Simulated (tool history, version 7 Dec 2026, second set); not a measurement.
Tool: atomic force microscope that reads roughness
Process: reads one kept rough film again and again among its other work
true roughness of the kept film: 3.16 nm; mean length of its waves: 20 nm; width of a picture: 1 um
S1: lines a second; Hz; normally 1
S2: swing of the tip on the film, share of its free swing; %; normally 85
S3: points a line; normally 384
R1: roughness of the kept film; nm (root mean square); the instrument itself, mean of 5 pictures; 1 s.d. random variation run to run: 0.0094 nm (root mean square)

{"run": 1, "day": 0.0, "S1": 1, "S2": 85, "S3": 384, "R1": 1.843}
{"run": 2, "day": 0.308, "S1": 1, "S2": 85, "S3": 384, "R1": 1.788}
{"run": 3, "day": 0.679, "S1": 2.38, "S2": 85, "S3": 384, "R1": 1.486}
{"run": 4, "day": 1.071, "S1": 1, "S2": 85, "S3": 637, "R1": 1.659}
{"run": 5, "day": 1.392, "S1": 1, "S2": 85, "S3": 637, "R1": 1.598}
{"run": 6, "day": 1.929, "S1": 1, "S2": 85, "S3": 637, "R1": 1.506}
{"run": 7, "day": 2.325, "S1": 1, "S2": 85, "S3": 637, "R1": 1.435}
{"run": 8, "day": 2.729, "S1": 1, "S2": 85, "S3": 637, "R1": 1.395}
{"day": 2.842, "done": "new tip fitted"}
{"run": 9, "day": 3.417, "S1": 1, "S2": 85, "S3": 637, "R1": 1.979}
{"run": 10, "day": 3.975, "S1": 1, "S2": 85, "S3": 637, "R1": 1.848}
{"day": 4.075, "done": "height scale calibrated on a step standard"}
{"run": 11, "day": 4.679, "S1": 2.23, "S2": 67, "S3": 384, "R1": 1.713}
{"run": 12, "day": 5.296, "S1": 2.6, "S2": 73, "S3": 656, "R1": 1.527}
{"run": 13, "day": 5.846, "S1": 3.53, "S2": 85, "S3": 361, "R1": 1.182}
{"run": 14, "day": 6.296, "S1": 3.53, "S2": 85, "S3": 361, "R1": 1.129}
{"day": 6.412, "done": "height scale calibrated on a step standard, once more"}
{"day": 6.721, "done": "new tip fitted"}
{"run": 15, "day": 6.879, "S1": 3.53, "S2": 85, "S3": 361, "R1": 1.604}
{"run": 16, "day": 7.212, "S1": 1, "S2": 64, "S3": 641, "R1": 2.106}
{"run": 17, "day": 7.562, "S1": 1, "S2": 64, "S3": 641, "R1": 2.011}
{"run": 18, "day": 8.158, "S1": 1.38, "S2": 87, "S3": 927, "R1": 1.676}

4 options for the next run, each taken on its own from the tool as it stands now. Forecast them:
{"run": "A", "day": 8.567, "S1": 2.61, "S2": 87, "S3": 927, "R1": "?"}
{"run": "B", "day": 8.567, "S1": 1.38, "S2": 71, "S3": 787, "R1": "?"}
{"run": "C", "day": 8.567, "S1": 1.38, "S2": 87, "S3": 720, "R1": "?"}
{"run": "D", "day": 8.567, "S1": 1.38, "S2": 87, "S3": 770, "R1": "?"}

run=A R1=1.407
run=B R1=1.742
run=C R1=1.595
run=D R1=1.587
The same runs, with their run-to-run variation unchanged, on a tool lacking any hidden condition would have given:
run=A R1=1.802
run=B R1=2.231
run=C R1=2.044
run=D R1=2.034

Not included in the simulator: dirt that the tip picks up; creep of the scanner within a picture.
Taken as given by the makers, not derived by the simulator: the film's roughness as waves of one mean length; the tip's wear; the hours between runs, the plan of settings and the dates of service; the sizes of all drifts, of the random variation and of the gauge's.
